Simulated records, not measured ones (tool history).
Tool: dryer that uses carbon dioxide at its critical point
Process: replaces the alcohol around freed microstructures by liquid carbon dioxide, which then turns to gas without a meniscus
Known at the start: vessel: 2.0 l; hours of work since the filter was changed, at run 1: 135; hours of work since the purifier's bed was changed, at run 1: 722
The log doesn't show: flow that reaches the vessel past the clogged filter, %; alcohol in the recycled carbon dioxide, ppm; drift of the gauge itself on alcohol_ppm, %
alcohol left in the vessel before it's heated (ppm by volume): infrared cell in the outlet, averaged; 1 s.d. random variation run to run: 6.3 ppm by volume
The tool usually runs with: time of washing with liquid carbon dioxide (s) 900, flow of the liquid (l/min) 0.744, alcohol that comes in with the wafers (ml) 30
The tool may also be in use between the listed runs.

run	hour	time of washing with liquid carbon dioxide (s)	flow of the liquid (l/min)	alcohol that comes in with the wafers (ml)	hours of work since the filter was changed	hours of work since the purifier's bed was changed	alcohol left in the vessel before it's heated (ppm by volume)
1	0	900	0.744	30	135	722	340
2	27.4	900	0.744	30	147	734	339
3	61.3	900	0.744	30	162	749	362
4	82.1	900	0.744	30	172	759	352
5	100.2	900	0.744	30	180	767	347
6	125.3	900	0.744	30	191	778	375
7	166.2	900	0.744	30	210	796	366
8	196.2	900	0.744	30	223	810	385

Estimate the outcome of run 9 from the log above:
9	225	960	0.567	64	236	823	?

{"run 9": {"alcohol left in the vessel before it's heated (ppm by volume)": 1559}}
Had the tool carried no hidden state, the very same run would have given alcohol left in the vessel before it's heated (ppm by volume) 1170.

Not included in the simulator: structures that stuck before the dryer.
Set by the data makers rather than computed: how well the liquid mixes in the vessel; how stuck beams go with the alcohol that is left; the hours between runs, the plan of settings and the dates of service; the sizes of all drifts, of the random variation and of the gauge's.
